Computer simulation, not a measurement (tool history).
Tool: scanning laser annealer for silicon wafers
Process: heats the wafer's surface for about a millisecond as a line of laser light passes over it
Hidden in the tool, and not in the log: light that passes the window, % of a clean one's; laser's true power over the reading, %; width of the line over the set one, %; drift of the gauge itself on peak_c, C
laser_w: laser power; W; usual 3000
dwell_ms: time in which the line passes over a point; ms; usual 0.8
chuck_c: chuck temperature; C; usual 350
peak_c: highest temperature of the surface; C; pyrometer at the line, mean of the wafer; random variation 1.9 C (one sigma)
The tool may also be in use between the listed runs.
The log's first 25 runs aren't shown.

| run | hour | laser_w | dwell_ms | chuck_c | hours of work since the window was cleaned | hours of work since the power meter was calibrated | hours of work since the optics were aligned | peak_c |
|---|---|---|---|---|---|---|---|---|
| 26 | 925.5 | 3000 | 0.837 | 350 | 144 | 587 | 789 | 1084 |
| 27 | 958.2 | 3000 | 0.8 | 336 | 158 | 600 | 803 | 1056 |
| 28 | 997.1 | 3204 | 0.8 | 377 | 174 | 616 | 819 | 1139 |
| 29 | 1025 | 3009 | 0.662 | 354 | 185 | 628 | 830 | 1018 |
| 30 | 1048.3 | 3009 | 0.608 | 389 | 195 | 637 | 840 | 1030 |
| 31 | 1098.6 | 3009 | 0.608 | 389 | 215 | 658 | 860 | 1029 |
| 32 | 1132.7 | 3009 | 0.608 | 389 | 229 | 672 | 874 | 1028 |
| 33 | 1175.3 | 3074 | 0.8 | 350 | 247 | 689 | 892 | 1082 |
| 34 | 1216.8 | 3074 | 0.8 | 350 | 264 | 706 | 909 | 1080 |
| 35 | 1258.3 | 3074 | 0.8 | 350 | 281 | 723 | 926 | 1081 |
| 36 | 1297.3 | 3074 | 0.8 | 350 | 297 | 739 | 942 | 1080 |
| 37 | 1343.2 | 2994 | 0.8 | 373 | 315 | 758 | 961 | 1084 |
| 38 | 1365.9 | 2994 | 0.761 | 337 | 325 | 767 | 970 | 1034 |
| 39 | 1396 | 2593 | 0.946 | 350 | 337 | 780 | 982 | 1023 |
| 40 | 1435.9 | 2593 | 0.946 | 350 | 353 | 796 | 999 | 1020 |
| 41 | 1485.5 | 2593 | 0.946 | 350 | 374 | 816 | 1019 | 1017 |

Forecast each of these 3 alternatives for the next run:
| A | 1531.1 | 3000 | 0.706 | 350 | 392 | 835 | 1038 | ? |
| B | 1531.1 | 3216 | 0.668 | 323 | 392 | 835 | 1038 | ? |
| C | 1531.1 | 3064 | 0.946 | 379 | 392 | 835 | 1038 | ? |

| run | peak_c |
|---|---|
| A | 1020 |
| B | 1020 |
| C | 1157 |
Without the tool's hidden state the same runs would have given:
| run | peak_c |
|---|---|
| A | 1050 |
| B | 1052 |
| C | 1192 |
